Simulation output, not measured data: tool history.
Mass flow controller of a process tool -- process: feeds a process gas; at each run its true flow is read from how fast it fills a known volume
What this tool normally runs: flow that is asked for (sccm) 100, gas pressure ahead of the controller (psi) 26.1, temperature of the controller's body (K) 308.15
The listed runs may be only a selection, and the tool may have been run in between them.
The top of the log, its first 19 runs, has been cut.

run	hour	flow that is asked for (sccm)	gas pressure ahead of the controller (psi)	temperature of the controller's body (K)	hours of work since the controller was set to zero	hours of work since the controller was changed	true flow (%)
20	1000.8	100	26.1	299.15	2161	2161	98.63
21	1074.7	100	26.1	299.15	2190	2190	98.81
22	1114.6	100	26.1	299.15	2205	2205	98.92
23	1151.5	23	22.0	296.15	2219	2219	93.84
24	1189.5	78	26.5	294.15	2233	2233	97.66
# hour 1195.6: controller's zero set anew
25	1233.1	25	39.2	299.15	14	2250	92.51
26	1269.0	25	39.2	299.15	28	2263	92.56
27	1308.1	57	39.2	298.15	43	2278	96.58
28	1339.8	57	39.2	298.15	55	2290	96.64
# hour 1387.5: controller's zero set anew, once more
29	1410.6	100	24.9	304.15	9	2317	100.22
30	1445.8	62	21.5	300.15	22	2330	99.04
31	1499.8	39	34.8	312.15	43	2351	100.33
32	1535.6	73	35.2	312.15	56	2365	100.94
33	1594.5	120	23.6	301.15	79	2387	100.33
34	1636.1	126	23.6	301.15	95	2403	100.31

Run 35 has not been measured yet. What should we expect?
35	1677.2	100	31.8	308.15	110	2419	?

{"run 35": {"true flow (%)": 101.03}}
If the tool had no hidden condition, the same run with the same run-to-run variation would have returned true flow (%) 99.65.

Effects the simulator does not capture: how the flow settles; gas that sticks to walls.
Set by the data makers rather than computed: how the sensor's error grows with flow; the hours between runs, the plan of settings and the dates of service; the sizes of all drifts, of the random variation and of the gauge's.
